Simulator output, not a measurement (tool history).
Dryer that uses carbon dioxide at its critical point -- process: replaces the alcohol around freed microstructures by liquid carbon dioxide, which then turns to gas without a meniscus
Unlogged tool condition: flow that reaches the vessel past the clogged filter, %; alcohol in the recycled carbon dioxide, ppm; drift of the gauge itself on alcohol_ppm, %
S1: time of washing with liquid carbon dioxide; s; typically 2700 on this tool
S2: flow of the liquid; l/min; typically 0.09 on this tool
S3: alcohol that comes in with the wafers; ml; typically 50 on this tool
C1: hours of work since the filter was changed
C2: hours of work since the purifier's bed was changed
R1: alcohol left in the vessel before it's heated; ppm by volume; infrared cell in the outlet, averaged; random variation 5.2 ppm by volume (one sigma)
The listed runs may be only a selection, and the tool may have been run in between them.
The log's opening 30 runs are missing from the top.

run 31 hour=383.3 | S1=1800 S2=0.0686 S3=75 | C1=192 C2=397 | R1=5842
run 32 hour=400 | S1=1860 S2=0.1504 S3=81 | C1=199 C2=404 | R1=214
run 33 hour=411.9 | S1=2700 S2=0.09 S3=100 | C1=204 C2=409 | R1=427
run 34 hour=421.4 | S1=2700 S2=0.09 S3=100 | C1=208 C2=413 | R1=444
run 35 hour=432.4 | S1=3420 S2=0.1059 S3=34 | C1=212 C2=417 | R1=111
-- hour=434.4 inlet filter changed
run 36 hour=446.3 | S1=3420 S2=0.1059 S3=34 | C1=5 C2=422 | R1=112
run 37 hour=458.2 | S1=2700 S2=0.1078 S3=23 | C1=10 C2=427 | R1=117
run 38 hour=468.6 | S1=4260 S2=0.1071 S3=29 | C1=14 C2=432 | R1=109
run 39 hour=482.5 | S1=2700 S2=0.1385 S3=64 | C1=19 C2=437 | R1=113
run 40 hour=492.4 | S1=2160 S2=0.0985 S3=96 | C1=23 C2=441 | R1=595
run 41 hour=505.4 | S1=3840 S2=0.1071 S3=42 | C1=29 C2=446 | R1=109
run 42 hour=513.7 | S1=3840 S2=0.1071 S3=42 | C1=32 C2=450 | R1=117
run 43 hour=527.6 | S1=3840 S2=0.1223 S3=27 | C1=38 C2=455 | R1=112
run 44 hour=544.3 | S1=3840 S2=0.1223 S3=27 | C1=44 C2=462 | R1=109
run 45 hour=555.9 | S1=1740 S2=0.0893 S3=98 | C1=49 C2=467 | R1=2758
run 46 hour=572.5 | S1=3180 S2=0.0893 S3=93 | C1=56 C2=473 | R1=194

Consider 5 possible next runs. They are alternatives, not a sequence: every one starts from the tool as it was left by run 46. What does each give?
run A hour=583.5 | S1=3420 S2=0.0635 S3=52 | C1=60 C2=478 | R1=?
run B hour=583.5 | S1=2040 S2=0.1106 S3=50 | C1=60 C2=478 | R1=?
run C hour=583.5 | S1=2760 S2=0.0893 S3=93 | C1=60 C2=478 | R1=?
run D hour=583.5 | S1=2700 S2=0.09 S3=30 | C1=60 C2=478 | R1=?
run E hour=583.5 | S1=1680 S2=0.09 S3=32 | C1=60 C2=478 | R1=?

run=A R1=348
run=B R1=313
run=C R1=323
run=D R1=195
run=E R1=1089
Stripped of hidden state, with their random variation kept, the same runs would have yielded:
run=A R1=203
run=B R1=173
run=C R1=178
run=D R1=71
run=E R1=884
